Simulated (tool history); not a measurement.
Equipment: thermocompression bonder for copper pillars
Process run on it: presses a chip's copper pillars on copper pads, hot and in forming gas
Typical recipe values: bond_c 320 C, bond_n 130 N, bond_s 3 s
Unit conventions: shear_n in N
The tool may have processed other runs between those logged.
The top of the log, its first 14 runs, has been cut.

{"run": 15, "day": 27.779, "bond_c": 320, "bond_n": 92, "bond_s": 3, "shear_n": 40.1}
{"run": 16, "day": 30.6, "bond_c": 320, "bond_n": 92, "bond_s": 3, "shear_n": 39.8}
{"run": 17, "day": 33.529, "bond_c": 320, "bond_n": 92, "bond_s": 3, "shear_n": 39.4}
{"day": 34.2, "done": "forming gas filter changed"}
{"run": 18, "day": 36.458, "bond_c": 320, "bond_n": 92, "bond_s": 2, "shear_n": 35.5}
{"run": 19, "day": 37.833, "bond_c": 320, "bond_n": 92, "bond_s": 2, "shear_n": 35.2}
{"run": 20, "day": 39.933, "bond_c": 345, "bond_n": 130, "bond_s": 3, "shear_n": 70.3}
{"run": 21, "day": 41.858, "bond_c": 345, "bond_n": 130, "bond_s": 3, "shear_n": 69.0}
{"run": 22, "day": 44.821, "bond_c": 331, "bond_n": 189, "bond_s": 8, "shear_n": 99.2}
{"day": 45.55, "done": "forming gas filter changed"}
{"run": 23, "day": 46.808, "bond_c": 337, "bond_n": 112, "bond_s": 2, "shear_n": 51.4}
{"run": 24, "day": 48.946, "bond_c": 337, "bond_n": 112, "bond_s": 2, "shear_n": 50.8}
{"run": 25, "day": 51.408, "bond_c": 337, "bond_n": 112, "bond_s": 2, "shear_n": 50.7}
{"day": 53.433, "done": "force cell calibrated"}
{"run": 26, "day": 54.1, "bond_c": 346, "bond_n": 130, "bond_s": 2, "shear_n": 67.2}
{"day": 56.842, "done": "forming gas filter changed"}
{"run": 27, "day": 56.842, "bond_c": 346, "bond_n": 130, "bond_s": 2, "shear_n": 69.0}
{"run": 28, "day": 59.779, "bond_c": 346, "bond_n": 130, "bond_s": 2, "shear_n": 69.4}
{"run": 29, "day": 62.129, "bond_c": 346, "bond_n": 130, "bond_s": 2, "shear_n": 67.7}
{"run": 30, "day": 64.288, "bond_c": 346, "bond_n": 130, "bond_s": 2, "shear_n": 67.7}
{"run": 31, "day": 65.912, "bond_c": 346, "bond_n": 130, "bond_s": 2, "shear_n": 67.6}
{"day": 68.204, "done": "forming gas filter changed"}
{"run": 32, "day": 68.429, "bond_c": 332, "bond_n": 130, "bond_s": 2, "shear_n": 60.9}
{"run": 33, "day": 70.929, "bond_c": 303, "bond_n": 189, "bond_s": 8, "shear_n": 89.7}
{"run": 34, "day": 72.692, "bond_c": 320, "bond_n": 171, "bond_s": 4, "shear_n": 81.6}
{"run": 35, "day": 73.95, "bond_c": 349, "bond_n": 171, "bond_s": 6, "shear_n": 107.4}
{"run": 36, "day": 75.842, "bond_c": 304, "bond_n": 171, "bond_s": 7, "shear_n": 80.2}
{"run": 37, "day": 77.817, "bond_c": 304, "bond_n": 171, "bond_s": 7, "shear_n": 80.4}
{"day": 79.438, "done": "forming gas filter changed"}
{"run": 38, "day": 79.896, "bond_c": 304, "bond_n": 171, "bond_s": 7, "shear_n": 83.9}

4 ways to go on from here, each from the tool as it stands after run 38. What would each give?
{"run": "A", "day": 81.75, "bond_c": 318, "bond_n": 193, "bond_s": 2, "shear_n": "?"}
{"run": "B", "day": 81.75, "bond_c": 339, "bond_n": 168, "bond_s": 5, "shear_n": "?"}
{"run": "C", "day": 81.75, "bond_c": 306, "bond_n": 130, "bond_s": 2, "shear_n": "?"}
{"run": "D", "day": 81.75, "bond_c": 320, "bond_n": 139, "bond_s": 7, "shear_n": "?"}

run=A shear_n=69.1
run=B shear_n=99.9
run=C shear_n=45.1
run=D shear_n=83.5
Had the tool no hidden state, the same runs would have come out as:
run=A shear_n=64.7
run=B shear_n=96.3
run=C shear_n=41.4
run=D shear_n=79.1
